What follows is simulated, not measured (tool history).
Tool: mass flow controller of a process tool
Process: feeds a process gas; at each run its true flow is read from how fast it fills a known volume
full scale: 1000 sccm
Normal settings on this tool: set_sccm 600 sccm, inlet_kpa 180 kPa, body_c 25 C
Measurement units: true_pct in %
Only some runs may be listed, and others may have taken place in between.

| run | hour | set_sccm | inlet_kpa | body_c | true_pct |
|---|---|---|---|---|---|
| 1 | 0.0 | 600 | 180 | 25 | 100.11 |
| 2 | 105.8 | 600 | 180 | 25 | 100.18 |
| 3 | 241.0 | 600 | 167 | 25 | 100.19 |
| 4 | 343.2 | 600 | 167 | 25 | 100.16 |
| 5 | 465.8 | 600 | 174 | 25 | 100.31 |
| 6 | 583.8 | 600 | 180 | 25 | 100.28 |
| 7 | 727.3 | 600 | 180 | 25 | 100.21 |
| 8 | 828.6 | 600 | 180 | 25 | 100.25 |
| 9 | 940.2 | 600 | 180 | 25 | 100.19 |
| 10 | 1021.0 | 600 | 180 | 25 | 100.23 |
| 11 | 1091.1 | 498 | 180 | 25 | 99.78 |
| 12 | 1236.7 | 600 | 180 | 27 | 100.08 |
| 13 | 1310.5 | 600 | 180 | 27 | 100.03 |
| 14 | 1395.6 | 600 | 208 | 25 | 100.30 |
| 15 | 1494.7 | 600 | 208 | 25 | 100.30 |
| 16 | 1611.4 | 600 | 231 | 34 | 99.49 |
| 17 | 1692.6 | 600 | 232 | 21 | 100.74 |
| 18 | 1824.8 | 764 | 149 | 30 | 100.22 |
| 19 | 1927.4 | 764 | 149 | 30 | 100.20 |

Forecast run 20:
| 20 | 2063.0 | 764 | 151 | 30 | ? |

true_pct: 100.20 %
Without the tool's hidden state the same run would have given true_pct 99.22 %.
